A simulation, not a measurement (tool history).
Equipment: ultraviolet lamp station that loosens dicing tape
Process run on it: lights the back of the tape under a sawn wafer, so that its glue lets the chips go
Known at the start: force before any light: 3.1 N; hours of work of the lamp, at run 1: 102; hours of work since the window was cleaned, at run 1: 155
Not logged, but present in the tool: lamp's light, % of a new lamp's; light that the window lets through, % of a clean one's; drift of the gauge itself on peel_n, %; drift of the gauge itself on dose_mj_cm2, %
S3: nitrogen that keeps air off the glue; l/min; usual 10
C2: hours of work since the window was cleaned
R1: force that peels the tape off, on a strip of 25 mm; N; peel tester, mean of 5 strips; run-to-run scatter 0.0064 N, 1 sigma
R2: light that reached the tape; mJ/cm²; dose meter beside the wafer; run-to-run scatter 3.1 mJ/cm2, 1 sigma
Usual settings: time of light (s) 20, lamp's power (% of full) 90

{"run": 1, "hour": 0.0, "time of light (s)": 20, "lamp's power (% of full)": 90, "S3": 10, "hours of work of the lamp": 102, "C2": 155, "R1": 0.208, "R2": 481}
{"run": 2, "hour": 7.7, "time of light (s)": 20, "lamp's power (% of full)": 90, "S3": 10, "hours of work of the lamp": 108, "C2": 160, "R1": 0.215, "R2": 476}
{"run": 3, "hour": 12.8, "time of light (s)": 20, "lamp's power (% of full)": 90, "S3": 10, "hours of work of the lamp": 111, "C2": 164, "R1": 0.195, "R2": 480}
{"run": 4, "hour": 23.4, "time of light (s)": 20, "lamp's power (% of full)": 90, "S3": 10, "hours of work of the lamp": 119, "C2": 172, "R1": 0.191, "R2": 480}
{"run": 5, "hour": 33.2, "time of light (s)": 20, "lamp's power (% of full)": 90, "S3": 10, "hours of work of the lamp": 126, "C2": 179, "R1": 0.18, "R2": 478}
{"run": 6, "hour": 43.7, "time of light (s)": 20, "lamp's power (% of full)": 90, "S3": 10, "hours of work of the lamp": 133, "C2": 186, "R1": 0.191, "R2": 481}
{"run": 7, "hour": 52.8, "time of light (s)": 20, "lamp's power (% of full)": 90, "S3": 10, "hours of work of the lamp": 140, "C2": 192, "R1": 0.192, "R2": 479}
{"run": 8, "hour": 59.4, "time of light (s)": 20, "lamp's power (% of full)": 90, "S3": 10, "hours of work of the lamp": 145, "C2": 197, "R1": 0.196, "R2": 472}
{"run": 9, "hour": 65.6, "time of light (s)": 20, "lamp's power (% of full)": 90, "S3": 10, "hours of work of the lamp": 149, "C2": 202, "R1": 0.193, "R2": 477}
{"run": 10, "hour": 71.0, "time of light (s)": 20, "lamp's power (% of full)": 90, "S3": 10, "hours of work of the lamp": 153, "C2": 205, "R1": 0.199, "R2": 478}
{"run": 11, "hour": 75.9, "time of light (s)": 16, "lamp's power (% of full)": 90, "S3": 10, "hours of work of the lamp": 156, "C2": 209, "R1": 0.229, "R2": 383}
{"run": 12, "hour": 85.7, "time of light (s)": 20, "lamp's power (% of full)": 90, "S3": 10, "hours of work of the lamp": 163, "C2": 216, "R1": 0.201, "R2": 483}
{"run": 13, "hour": 93.0, "time of light (s)": 34, "lamp's power (% of full)": 90, "S3": 10, "hours of work of the lamp": 168, "C2": 221, "R1": 0.176, "R2": 814}
{"run": 14, "hour": 103.3, "time of light (s)": 34, "lamp's power (% of full)": 90, "S3": 10, "hours of work of the lamp": 176, "C2": 228, "R1": 0.181, "R2": 806}
{"run": 15, "hour": 108.5, "time of light (s)": 34, "lamp's power (% of full)": 90, "S3": 10, "hours of work of the lamp": 179, "C2": 232, "R1": 0.183, "R2": 804}
{"run": 16, "hour": 119.2, "time of light (s)": 39, "lamp's power (% of full)": 83, "S3": 10, "hours of work of the lamp": 187, "C2": 240, "R1": 0.182, "R2": 856}
{"run": 17, "hour": 124.9, "time of light (s)": 28, "lamp's power (% of full)": 66, "S3": 10, "hours of work of the lamp": 191, "C2": 244, "R1": 0.208, "R2": 485}
{"run": 18, "hour": 130.5, "time of light (s)": 14, "lamp's power (% of full)": 74, "S3": 10, "hours of work of the lamp": 195, "C2": 248, "R1": 0.34, "R2": 272}
{"run": 19, "hour": 137.4, "time of light (s)": 20, "lamp's power (% of full)": 74, "S3": 11, "hours of work of the lamp": 200, "C2": 253, "R1": 0.222, "R2": 388}
{"run": 20, "hour": 147.5, "time of light (s)": 30, "lamp's power (% of full)": 62, "S3": 14, "hours of work of the lamp": 207, "C2": 260, "R1": 0.199, "R2": 488}
{"run": 21, "hour": 157.4, "time of light (s)": 10, "lamp's power (% of full)": 67, "S3": 14, "hours of work of the lamp": 214, "C2": 267, "R1": 0.576, "R2": 176}
{"run": 22, "hour": 162.2, "time of light (s)": 38, "lamp's power (% of full)": 80, "S3": 10, "hours of work of the lamp": 218, "C2": 270, "R1": 0.174, "R2": 803}
{"run": 23, "hour": 169.1, "time of light (s)": 38, "lamp's power (% of full)": 80, "S3": 10, "hours of work of the lamp": 223, "C2": 275, "R1": 0.178, "R2": 808}
{"run": 24, "hour": 175.7, "time of light (s)": 20, "lamp's power (% of full)": 96, "S3": 6, "hours of work of the lamp": 227, "C2": 280, "R1": 0.2, "R2": 506}
{"run": 25, "hour": 184.8, "time of light (s)": 15, "lamp's power (% of full)": 95, "S3": 10, "hours of work of the lamp": 234, "C2": 286, "R1": 0.226, "R2": 378}
{"run": 26, "hour": 194.2, "time of light (s)": 22, "lamp's power (% of full)": 86, "S3": 4, "hours of work of the lamp": 240, "C2": 293, "R1": 0.221, "R2": 497}

Predict each of these 5 candidate next runs independently; none follows another, all start after run 26:
{"run": "A", "hour": 203.2, "time of light (s)": 22, "lamp's power (% of full)": 92, "S3": 10, "hours of work of the lamp": 247, "C2": 299, "R1": "?", "R2": "?"}
{"run": "B", "hour": 203.2, "time of light (s)": 20, "lamp's power (% of full)": 74, "S3": 10, "hours of work of the lamp": 247, "C2": 299, "R1": "?", "R2": "?"}
{"run": "C", "hour": 203.2, "time of light (s)": 15, "lamp's power (% of full)": 90, "S3": 15, "hours of work of the lamp": 247, "C2": 299, "R1": "?", "R2": "?"}
{"run": "D", "hour": 203.2, "time of light (s)": 22, "lamp's power (% of full)": 95, "S3": 4, "hours of work of the lamp": 247, "C2": 299, "R1": "?", "R2": "?"}
{"run": "E", "hour": 203.2, "time of light (s)": 22, "lamp's power (% of full)": 77, "S3": 6, "hours of work of the lamp": 247, "C2": 299, "R1": "?", "R2": "?"}

run=A R1=0.195 R2=534
run=B R1=0.236 R2=396
run=C R1=0.233 R2=358
run=D R1=0.199 R2=550
run=E R1=0.217 R2=443
With no hidden state in the tool, these same runs would have given:
run=A R1=0.194 R2=536
run=B R1=0.236 R2=397
run=C R1=0.233 R2=358
run=D R1=0.199 R2=551
run=E R1=0.217 R2=445
